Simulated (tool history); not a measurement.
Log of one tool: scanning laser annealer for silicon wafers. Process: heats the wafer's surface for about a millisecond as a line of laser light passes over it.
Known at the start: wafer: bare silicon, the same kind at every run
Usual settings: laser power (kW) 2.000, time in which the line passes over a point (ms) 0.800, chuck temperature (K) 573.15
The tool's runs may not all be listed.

| run | hour | laser power (kW) | time in which the line passes over a point (ms) | chuck temperature (K) | highest temperature of the surface (K) |
|---|---|---|---|---|---|
| 1 | 0.0 | 2.000 | 0.800 | 573.15 | 1240.15 |
| 2 | 5.9 | 1.795 | 0.800 | 573.15 | 1169.15 |
| 3 | 11.7 | 1.975 | 0.800 | 573.15 | 1228.15 |
| 4 | 20.4 | 1.975 | 0.800 | 573.15 | 1231.15 |
| 5 | 31.8 | 2.000 | 0.874 | 573.15 | 1268.15 |
| 6 | 38.5 | 2.000 | 0.874 | 573.15 | 1272.15 |
| 7 | 47.5 | 2.000 | 0.874 | 573.15 | 1271.15 |
| 8 | 60.1 | 2.000 | 0.800 | 573.15 | 1238.15 |
| 9 | 69.6 | 2.000 | 0.800 | 573.15 | 1236.15 |
| 10 | 76.7 | 2.000 | 0.800 | 573.15 | 1235.15 |
| 11 | 87.0 | 2.000 | 0.800 | 573.15 | 1235.15 |
| 12 | 95.1 | 2.000 | 0.800 | 573.15 | 1236.15 |
|  | 98.0 | window over the wafer cleaned |
| 13 | 106.1 | 2.000 | 0.800 | 573.15 | 1270.15 |
| 14 | 113.0 | 2.000 | 0.800 | 573.15 | 1272.15 |
|  | 118.5 | optics aligned, line set to its width |
| 15 | 125.0 | 2.000 | 0.800 | 573.15 | 1267.15 |
| 16 | 135.1 | 2.000 | 0.800 | 573.15 | 1267.15 |
|  | 144.6 | optics aligned, line set to its width, once more |
| 17 | 152.2 | 2.000 | 0.800 | 573.15 | 1281.15 |
| 18 | 160.5 | 2.103 | 0.800 | 573.15 | 1319.15 |
| 19 | 170.5 | 2.103 | 0.800 | 573.15 | 1318.15 |
| 20 | 178.5 | 2.000 | 0.800 | 557.15 | 1262.15 |
| 21 | 184.7 | 1.751 | 0.854 | 583.15 | 1217.15 |
| 22 | 196.1 | 1.751 | 0.854 | 583.15 | 1218.15 |
| 23 | 204.9 | 2.117 | 0.852 | 607.15 | 1380.15 |
| 24 | 213.3 | 2.117 | 0.852 | 607.15 | 1378.15 |
| 25 | 225.7 | 1.838 | 0.970 | 578.15 | 1291.15 |
| 26 | 236.6 | 2.058 | 0.759 | 578.15 | 1283.15 |
| 27 | 243.2 | 1.726 | 0.777 | 576.15 | 1172.15 |
| 28 | 252.8 | 2.000 | 0.639 | 584.15 | 1206.15 |
| 29 | 265.0 | 1.878 | 0.619 | 608.15 | 1179.15 |

Run 30 comes next. What will it give?
| 30 | 275.6 | 2.000 | 0.595 | 604.15 | ? |

highest temperature of the surface (K): 1203.15
Without the tool's hidden state the same run would have given highest temperature of the surface (K) 1207.15.
